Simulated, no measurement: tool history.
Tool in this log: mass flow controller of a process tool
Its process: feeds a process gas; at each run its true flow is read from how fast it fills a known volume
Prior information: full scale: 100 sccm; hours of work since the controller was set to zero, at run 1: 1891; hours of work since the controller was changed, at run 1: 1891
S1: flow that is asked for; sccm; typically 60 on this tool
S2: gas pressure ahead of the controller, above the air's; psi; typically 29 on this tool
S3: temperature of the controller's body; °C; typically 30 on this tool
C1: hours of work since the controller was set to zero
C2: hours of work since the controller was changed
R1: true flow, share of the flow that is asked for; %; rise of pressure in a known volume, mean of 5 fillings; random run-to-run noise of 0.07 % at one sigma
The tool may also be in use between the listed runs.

run    hour  S1    S2  S3    C1    C2     R1
  1       0  60    29  30  1891  1891  98.44
  2    74.8  60    29  29  1920  1920  98.27
  3   216.6  60    29  29  1974  1974  98.25
  4   355.6  60    29  29  2026  2026  98.29
  5   421.7  60  20.9  30  2051  2051   98.3
  6   552.5  60  20.9  30  2101  2101  98.22
  7   675.5  60  20.9  30  2148  2148  98.12
  8   760.4  60  22.8  30  2180  2180  98.15
  9   830.6  60  22.8  30  2207  2207   98.1
 10   897.5  42    29  30  2232  2232  97.95
 11   974.3  60    29  31  2261  2261  98.28
 12  1076.3  60    29  31  2300  2300  98.21
 13  1158.7  60    29  31  2331  2331  98.32
     1168.4  -- controller's zero set anew
 14  1273.5  77    29  23    40  2374  98.18
 15  1366.2  77    29  23    75  2410  98.23
 16  1458.9  66    29  35   110  2445  98.59
 17  1616.5  22  21.6  30   170  2505  98.09
 18    1742  22  21.6  30   218  2552  98.01
     1785.9  -- controller's zero set anew, once more
 19  1819.8  22  21.6  30    13  2582  96.78
 20  1919.4  98  28.7  38    51  2619  98.99
 21  2043.2  24  27.3  34    98  2666  97.01
 22    2163  24  27.3  34   143  2712  97.03

Branching from run 22: 4 alternative next runs. What would each branch give?
  A  2290.2  60  31.8  31  191  2760   ?
  B  2290.2  60    37  30  191  2760   ?
  C  2290.2  13    29  39  191  2760   ?
  D  2290.2  15  27.3  21  191  2760   ?

run     R1
  A  97.58
  B  97.62
  C  97.31
  D  96.18
The same runs, with their run-to-run variation unchanged, on a tool lacking any hidden condition would have given:
run     R1
  A  99.32
  B  99.37
  C  98.83
  D  97.73

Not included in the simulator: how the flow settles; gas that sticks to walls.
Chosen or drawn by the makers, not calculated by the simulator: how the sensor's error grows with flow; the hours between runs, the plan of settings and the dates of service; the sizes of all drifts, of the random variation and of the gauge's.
